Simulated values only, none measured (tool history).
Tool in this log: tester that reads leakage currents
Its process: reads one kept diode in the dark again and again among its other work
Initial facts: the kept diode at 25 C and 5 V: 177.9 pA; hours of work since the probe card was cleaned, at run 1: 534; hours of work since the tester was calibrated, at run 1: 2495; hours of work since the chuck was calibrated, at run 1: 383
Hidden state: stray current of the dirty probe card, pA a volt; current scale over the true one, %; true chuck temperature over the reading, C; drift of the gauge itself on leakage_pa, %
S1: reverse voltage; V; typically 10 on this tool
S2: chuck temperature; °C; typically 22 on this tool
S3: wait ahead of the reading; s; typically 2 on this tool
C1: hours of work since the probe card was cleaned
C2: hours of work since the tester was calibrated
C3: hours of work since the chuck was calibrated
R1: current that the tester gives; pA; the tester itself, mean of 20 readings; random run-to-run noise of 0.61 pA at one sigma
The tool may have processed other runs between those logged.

run     day    S1  S2    S3    C1    C2   C3       R1
  1       0    10  22     2   534  2495  383   213.99
  2   6.271    10  22     2   633  2594  482   217.76
     14.446  -- chuck's temperature calibrated
  3  15.671    10  22     2   781  2741   19   207.83
  4  23.283    10  22     2   901  2862  140   211.38
  5  29.992    10  22     2  1007  2968  246   213.48
  6  36.288    10  22     2  1107  3067  346   216.42
  7  41.825    10  22     2  1194  3155  433   218.36
  8  51.175    10  39  1.43  1342  3303  581   906.68
     52.004  -- probe card cleaned and baked
     53.188  -- chuck's temperature calibrated
  9    58.6     8  22  8.69   103  3417   86   187.11
 10  68.508  17.7  28  0.89   260  3574  242   505.68
 11  78.658  17.7  28  0.89   420  3734  403   519.46
 12  83.983   8.8  51  1.75   505  3819  487  2075.98
 13  90.267    10  39  7.15   604  3918  587   913.08

What if the next run were any one of these 4? Each begins from the tool's condition after run 13:
     91.771  -- chuck's temperature calibrated
  A  95.725  2.7  32  3.67  689  4003  63   ?
     91.771  -- chuck's temperature calibrated
  B  95.725   10  39  3.71  689  4003  63   ?
     91.771  -- chuck's temperature calibrated
  C  95.725  4.4  22     2  689  4003  63   ?
     91.771  -- chuck's temperature calibrated
  D  95.725   10  33  1.27  689  4003  63   ?

run      R1
  A  230.28
  B  863.01
  C  132.86
  D  534.22
Without the tool's unlogged condition, the same runs would have read:
run      R1
  A  227.15
  B  851.64
  C  127.51
  D  522.43
